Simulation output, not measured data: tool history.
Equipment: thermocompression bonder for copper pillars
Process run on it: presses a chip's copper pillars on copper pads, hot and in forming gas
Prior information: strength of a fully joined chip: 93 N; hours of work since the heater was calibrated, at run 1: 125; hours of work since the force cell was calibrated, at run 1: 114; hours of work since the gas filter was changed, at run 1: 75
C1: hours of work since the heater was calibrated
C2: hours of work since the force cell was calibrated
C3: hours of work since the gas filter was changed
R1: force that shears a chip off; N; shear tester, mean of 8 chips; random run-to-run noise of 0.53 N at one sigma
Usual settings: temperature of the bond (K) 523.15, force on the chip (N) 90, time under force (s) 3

Run 1, day 0.000: usual settings; C1 125; C2 114; C3 75. Result: R1 43.0 N.
Run 2, day 0.408: usual settings; C1 132; C2 121; C3 82. Result: R1 43.4 N.
Run 3, day 0.754: usual settings; C1 138; C2 127; C3 88. Result: R1 42.7 N.
Run 4, day 1.083: usual settings but temperature of the bond (K) 500.15; C1 143; C2 132; C3 93. Result: R1 27.9 N.
Run 5, day 1.300: usual settings; C1 147; C2 136; C3 97. Result: R1 42.1 N.
Run 6, day 1.642: usual settings; C1 153; C2 141; C3 103. Result: R1 42.0 N.
Run 7, day 2.075: usual settings; C1 160; C2 149; C3 110. Result: R1 41.1 N.
Run 8, day 2.425: usual settings but time under force (s) 8; C1 166; C2 154; C3 116. Result: R1 55.8 N.
Run 9, day 2.858: usual settings but force on the chip (N) 131, time under force (s) 8; C1 173; C2 162; C3 123. Result: R1 66.3 N.
Run 10, day 3.262: usual settings; C1 180; C2 168; C3 130. Result: R1 41.3 N.
Run 11, day 3.692: usual settings but time under force (s) 2; C1 187; C2 175; C3 137. Result: R1 34.8 N.
Run 12, day 3.888: usual settings but time under force (s) 2; C1 190; C2 179; C3 140. Result: R1 35.2 N.
Run 13, day 4.254: usual settings but time under force (s) 2; C1 196; C2 185; C3 146. Result: R1 34.6 N.
Run 14, day 4.554: usual settings but time under force (s) 2; C1 201; C2 190; C3 151. Result: R1 35.0 N.
At day 4.642: force cell calibrated.
Run 15, day 5.042: usual settings but time under force (s) 2; C1 208; C2 7; C3 158. Result: R1 34.0 N.
Run 16, day 5.479: usual settings; C1 215; C2 14; C3 165. Result: R1 39.5 N.
Run 17, day 5.738: usual settings; C1 219; C2 18; C3 169. Result: R1 40.8 N.
At day 6.004: forming gas filter changed.
Run 18, day 6.083: usual settings but temperature of the bond (K) 495.15, force on the chip (N) 125, time under force (s) 2; C1 225; C2 24; C3 1. Result: R1 28.0 N.
Run 19, day 6.379: usual settings but temperature of the bond (K) 549.15, force on the chip (N) 63, time under force (s) 2; C1 230; C2 28; C3 6. Result: R1 44.4 N.
Run 20, day 6.758: usual settings but temperature of the bond (K) 513.15, force on the chip (N) 81, time under force (s) 2; C1 236; C2 35; C3 13. Result: R1 29.5 N.
At day 6.892: force cell calibrated, once more.
Run 21, day 7.071: usual settings but temperature of the bond (K) 513.15, force on the chip (N) 81, time under force (s) 2; C1 240; C2 3; C3 17. Result: R1 29.1 N.
Run 22, day 7.254: usual settings but temperature of the bond (K) 510.15, force on the chip (N) 108, time under force (s) 5; C1 243; C2 6; C3 20. Result: R1 47.2 N.
Run 23, day 7.542: usual settings but temperature of the bond (K) 545.15, time under force (s) 2; C1 248; C2 11; C3 24. Result: R1 52.2 N.
Run 24, day 7.829: usual settings but force on the chip (N) 64, time under force (s) 5; C1 253; C2 16; C3 29. Result: R1 41.8 N.
Run 25, day 8.038: usual settings but force on the chip (N) 64, time under force (s) 5; C1 256; C2 19; C3 33. Result: R1 40.9 N.
Run 26, day 8.342: usual settings but temperature of the bond (K) 506.15, force on the chip (N) 109; C1 261; C2 24; C3 38. Result: R1 36.4 N.
Run 27, day 8.683: usual settings but temperature of the bond (K) 506.15, force on the chip (N) 109; C1 267; C2 30; C3 43. Result: R1 36.4 N.
Run 28, day 9.079: usual settings but temperature of the bond (K) 496.15, force on the chip (N) 111; C1 273; C2 36; C3 50. Result: R1 29.7 N.
Run 29, day 9.471: usual settings but temperature of the bond (K) 496.15, force on the chip (N) 111, time under force (s) 5; C1 280; C2 43; C3 56. Result: R1 37.3 N.
Run 30, day 9.762: usual settings but temperature of the bond (K) 496.15, force on the chip (N) 111, time under force (s) 5; C1 285; C2 48; C3 61. Result: R1 36.9 N.
Run 31, day 10.008: usual settings but temperature of the bond (K) 496.15, force on the chip (N) 111, time under force (s) 5; C1 289; C2 52; C3 65. Result: R1 36.7 N.
Run 32, day 10.262: usual settings but temperature of the bond (K) 542.15, force on the chip (N) 131, time under force (s) 2; C1 293; C2 56; C3 70. Result: R1 59.9 N.
Run 33, day 10.538: usual settings but temperature of the bond (K) 542.15, force on the chip (N) 131, time under force (s) 2; C1 298; C2 60; C3 74. Result: R1 59.0 N.
Run 34, day 10.746: usual settings but temperature of the bond (K) 534.15, force on the chip (N) 84, time under force (s) 2; C1 301; C2 64; C3 78. Result: R1 40.9 N.

Below are 3 alternative next runs, each starting from the tool's condition after run 34. Predict each:
Run A, day 11.158: usual settings but temperature of the bond (K) 548.15, force on the chip (N) 84; C1 308; C2 71; C3 84. Result: R1 ?.
Run B, day 11.158: usual settings but temperature of the bond (K) 535.15, force on the chip (N) 72; C1 308; C2 71; C3 84. Result: R1 ?.
Run C, day 11.158: usual settings but temperature of the bond (K) 520.15, force on the chip (N) 79, time under force (s) 2; C1 308; C2 71; C3 84. Result: R1 ?.

run    R1
  A  55.6
  B  43.4
  C  31.1
What these runs would have given with no unlogged condition in the tool:
run    R1
  A  59.5
  B  46.6
  C  33.5
